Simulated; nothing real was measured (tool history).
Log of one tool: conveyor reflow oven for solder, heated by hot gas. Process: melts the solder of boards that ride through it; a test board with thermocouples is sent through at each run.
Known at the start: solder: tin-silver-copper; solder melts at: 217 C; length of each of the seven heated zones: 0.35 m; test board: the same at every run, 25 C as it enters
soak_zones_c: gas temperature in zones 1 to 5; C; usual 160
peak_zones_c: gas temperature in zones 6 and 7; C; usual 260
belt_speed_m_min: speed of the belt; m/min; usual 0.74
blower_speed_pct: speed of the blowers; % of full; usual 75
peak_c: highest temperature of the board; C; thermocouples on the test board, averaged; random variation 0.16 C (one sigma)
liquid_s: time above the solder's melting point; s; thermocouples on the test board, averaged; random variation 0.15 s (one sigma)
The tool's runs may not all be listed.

run 1 day=0 | soak_zones_c=160 peak_zones_c=260 belt_speed_m_min=0.74 blower_speed_pct=75 | peak_c=238 liquid_s=29.4
-- day=2.125 flux residue cleaned out of gas plates and filters
run 2 day=2.55 | soak_zones_c=160 peak_zones_c=260 belt_speed_m_min=0.74 blower_speed_pct=75 | peak_c=239.8 liquid_s=30.5
run 3 day=3.9 | soak_zones_c=160 peak_zones_c=251 belt_speed_m_min=0.74 blower_speed_pct=75 | peak_c=232 liquid_s=23.5
run 4 day=6.55 | soak_zones_c=160 peak_zones_c=251 belt_speed_m_min=0.74 blower_speed_pct=75 | peak_c=231.8 liquid_s=23.1
run 5 day=9.071 | soak_zones_c=160 peak_zones_c=251 belt_speed_m_min=0.74 blower_speed_pct=75 | peak_c=231.4 liquid_s=23
run 6 day=11.8 | soak_zones_c=160 peak_zones_c=251 belt_speed_m_min=0.74 blower_speed_pct=75 | peak_c=231.2 liquid_s=22.6
-- day=14.012 flux residue cleaned out of gas plates and filters
run 7 day=14.183 | soak_zones_c=160 peak_zones_c=251 belt_speed_m_min=0.74 blower_speed_pct=75 | peak_c=233 liquid_s=24.2
run 8 day=16.533 | soak_zones_c=160 peak_zones_c=251 belt_speed_m_min=0.74 blower_speed_pct=75 | peak_c=232.4 liquid_s=23.9
run 9 day=18.788 | soak_zones_c=160 peak_zones_c=251 belt_speed_m_min=0.74 blower_speed_pct=75 | peak_c=232.1 liquid_s=23.6
run 10 day=20.354 | soak_zones_c=160 peak_zones_c=260 belt_speed_m_min=0.762 blower_speed_pct=75 | peak_c=238.5 liquid_s=28.3
run 11 day=21.65 | soak_zones_c=160 peak_zones_c=260 belt_speed_m_min=0.74 blower_speed_pct=61 | peak_c=233.8 liquid_s=23.7
run 12 day=23.804 | soak_zones_c=160 peak_zones_c=260 belt_speed_m_min=0.74 blower_speed_pct=73 | peak_c=238.3 liquid_s=29.1
run 13 day=25.146 | soak_zones_c=160 peak_zones_c=260 belt_speed_m_min=0.74 blower_speed_pct=75 | peak_c=238.8 liquid_s=29.7
-- day=25.771 flux residue cleaned out of gas plates and filters
run 14 day=27.933 | soak_zones_c=160 peak_zones_c=260 belt_speed_m_min=0.74 blower_speed_pct=75 | peak_c=240.2 liquid_s=31
-- day=30.15 belt drive overhauled, speed set with a stopwatch
run 15 day=30.15 | soak_zones_c=160 peak_zones_c=260 belt_speed_m_min=0.74 blower_speed_pct=75 | peak_c=240.2 liquid_s=31.2
run 16 day=32.488 | soak_zones_c=166 peak_zones_c=260 belt_speed_m_min=0.74 blower_speed_pct=63 | peak_c=236.6 liquid_s=28.3
run 17 day=34.004 | soak_zones_c=157 peak_zones_c=255 belt_speed_m_min=0.74 blower_speed_pct=62 | peak_c=229.6 liquid_s=19.5
run 18 day=36.742 | soak_zones_c=160 peak_zones_c=260 belt_speed_m_min=0.642 blower_speed_pct=51 | peak_c=234.9 liquid_s=28.6
-- day=37.796 flux residue cleaned out of gas plates and filters
run 19 day=39.442 | soak_zones_c=160 peak_zones_c=260 belt_speed_m_min=0.642 blower_speed_pct=51 | peak_c=235.8 liquid_s=30.3
run 20 day=40.858 | soak_zones_c=160 peak_zones_c=257 belt_speed_m_min=0.74 blower_speed_pct=52 | peak_c=227.8 liquid_s=16.4
-- day=41.725 thermocouples of zones 6 and 7 changed
run 21 day=42.988 | soak_zones_c=168 peak_zones_c=260 belt_speed_m_min=0.744 blower_speed_pct=58 | peak_c=234.2 liquid_s=25.7
run 22 day=45.533 | soak_zones_c=168 peak_zones_c=260 belt_speed_m_min=0.744 blower_speed_pct=58 | peak_c=234.1 liquid_s=25.7
-- day=47.196 belt drive overhauled, speed set with a stopwatch, once more
run 23 day=47.196 | soak_zones_c=168 peak_zones_c=260 belt_speed_m_min=0.744 blower_speed_pct=58 | peak_c=232.8 liquid_s=23.8
run 24 day=49.546 | soak_zones_c=160 peak_zones_c=260 belt_speed_m_min=0.855 blower_speed_pct=75 | peak_c=232.3 liquid_s=19.1
-- day=49.954 flux residue cleaned out of gas plates and filters
run 25 day=51.604 | soak_zones_c=167 peak_zones_c=260 belt_speed_m_min=0.855 blower_speed_pct=75 | peak_c=235.2 liquid_s=23
run 26 day=53.183 | soak_zones_c=167 peak_zones_c=260 belt_speed_m_min=0.855 blower_speed_pct=75 | peak_c=235.2 liquid_s=23
run 27 day=55.229 | soak_zones_c=175 peak_zones_c=262 belt_speed_m_min=0.693 blower_speed_pct=78 | peak_c=246.6 liquid_s=42.2
run 28 day=57.688 | soak_zones_c=160 peak_zones_c=260 belt_speed_m_min=0.829 blower_speed_pct=75 | peak_c=234.2 liquid_s=21.5
run 29 day=60.446 | soak_zones_c=170 peak_zones_c=260 belt_speed_m_min=0.74 blower_speed_pct=71 | peak_c=239 liquid_s=31.3

Forecast each of these 4 alternatives for the next run:
-- day=61.779 flux residue cleaned out of gas plates and filters
run A day=62.004 | soak_zones_c=164 peak_zones_c=260 belt_speed_m_min=0.812 blower_speed_pct=71 | peak_c=? liquid_s=?
-- day=61.779 flux residue cleaned out of gas plates and filters
run B day=62.004 | soak_zones_c=170 peak_zones_c=268 belt_speed_m_min=0.74 blower_speed_pct=71 | peak_c=? liquid_s=?
-- day=61.779 flux residue cleaned out of gas plates and filters
run C day=62.004 | soak_zones_c=170 peak_zones_c=262 belt_speed_m_min=0.727 blower_speed_pct=71 | peak_c=? liquid_s=?
-- day=61.779 flux residue cleaned out of gas plates and filters
run D day=62.004 | soak_zones_c=160 peak_zones_c=260 belt_speed_m_min=0.74 blower_speed_pct=67 | peak_c=? liquid_s=?

run=A peak_c=236 liquid_s=24.2
run=B peak_c=247.4 liquid_s=37.6
run=C peak_c=243 liquid_s=35.4
run=D peak_c=237 liquid_s=27.5
Without the tool's hidden state the same runs would have given:
run=A peak_c=235.4 liquid_s=23.7
run=B peak_c=246.8 liquid_s=37.1
run=C peak_c=242.4 liquid_s=34.8
run=D peak_c=236.4 liquid_s=26.9
